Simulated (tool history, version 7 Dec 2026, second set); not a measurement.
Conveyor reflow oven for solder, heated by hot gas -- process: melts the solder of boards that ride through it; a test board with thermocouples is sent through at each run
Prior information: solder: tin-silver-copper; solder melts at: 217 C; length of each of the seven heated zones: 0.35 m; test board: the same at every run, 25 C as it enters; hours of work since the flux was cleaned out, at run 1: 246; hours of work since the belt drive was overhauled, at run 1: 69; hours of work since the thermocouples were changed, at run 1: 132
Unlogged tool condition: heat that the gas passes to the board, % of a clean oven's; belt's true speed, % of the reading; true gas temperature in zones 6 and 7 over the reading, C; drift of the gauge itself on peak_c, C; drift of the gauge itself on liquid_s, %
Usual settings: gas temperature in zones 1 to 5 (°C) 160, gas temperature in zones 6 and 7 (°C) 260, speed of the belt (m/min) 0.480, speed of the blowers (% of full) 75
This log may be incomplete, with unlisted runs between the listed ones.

run	hour	gas temperature in zones 1 to 5 (°C)	gas temperature in zones 6 and 7 (°C)	speed of the belt (m/min)	speed of the blowers (% of full)	hours of work since the flux was cleaned out	hours of work since the belt drive was overhauled	hours of work since the thermocouples were changed	highest temperature of the board (°C)	time above the solder's melting point (s)
1	0.0	160	260	0.480	75	246	69	132	247.1	58.3
2	12.8	156	260	0.480	75	255	78	140	246.7	55.9
3	24.4	156	260	0.480	75	262	86	148	246.4	56.5
4	33.7	156	260	0.480	75	269	92	155	246.5	55.9
5	43.6	160	260	0.480	73	275	99	161	247.1	57.3
6	49.6	160	255	0.480	73	279	103	165	242.1	52.7
7	60.7	160	255	0.480	73	287	110	173	242.1	53.0
8	70.2	160	260	0.480	75	293	117	179	246.6	57.6
9	76.5	160	260	0.480	75	298	121	183	246.6	57.5
10	89.0	154	260	0.480	75	306	129	192	246.3	55.1
11	100.3	172	260	0.480	75	314	137	199	248.4	63.5
12	107.2	172	260	0.471	75	318	141	204	249.0	65.3
13	115.1	160	260	0.480	75	324	147	209	246.7	57.7
14	124.7	160	260	0.480	75	330	153	216	246.6	57.4
15	137.8	160	260	0.480	75	339	162	225	246.9	57.2
16	148.8	160	260	0.480	75	346	169	232	246.8	57.2
17	156.0	160	260	0.480	75	351	174	237	246.4	57.6
18	163.2	156	254	0.538	56	356	179	242	231.1	28.8
19	169.5	169	258	0.480	75	360	183	246	245.9	60.3
20	176.6	169	258	0.480	75	365	188	251	245.7	60.1
21	182.4	160	273	0.480	75	369	192	255	258.5	66.8
22	190.4	160	273	0.480	75	374	197	260	258.3	66.7
23	197.3	160	273	0.480	75	379	202	265	258.3	66.1
24	207.4	160	273	0.480	75	386	209	271	258.3	66.4
25	216.1	155	272	0.480	60	391	215	277	252.6	59.2
26	221.8	155	272	0.480	60	395	219	281	252.3	59.4
27	233.9	160	260	0.411	75	403	227	289	250.6	73.1
# hour 243.7: flux residue cleaned out of gas plates and filters
28	248.4	160	260	0.411	75	3	233	296	251.2	75.2
29	258.1	157	260	0.411	62	10	240	302	248.7	69.7
30	263.4	157	260	0.408	78	13	243	306	252.1	75.6
31	273.9	156	260	0.484	75	20	250	313	247.8	56.8

Hidden state at the last listed run before each entry between runs and at the first one after, where it differs:
In the gap between runs 27 and 28: flux residue cleaned out of gas plates and filters (hour 243.7)
  heat that the gas passes to the board, % of a clean oven's: 89.9 -> 99.2; belt's true speed, % of the reading: 99.53 -> 99.51; true gas temperature in zones 6 and 7 over the reading, C: -1.08 -> -1.11
  measured value less the no-hidden-state value, highest temperature of the board (°C): -2.5 -> -1.1; time above the solder's melting point (s): -2.9 -> -0.5
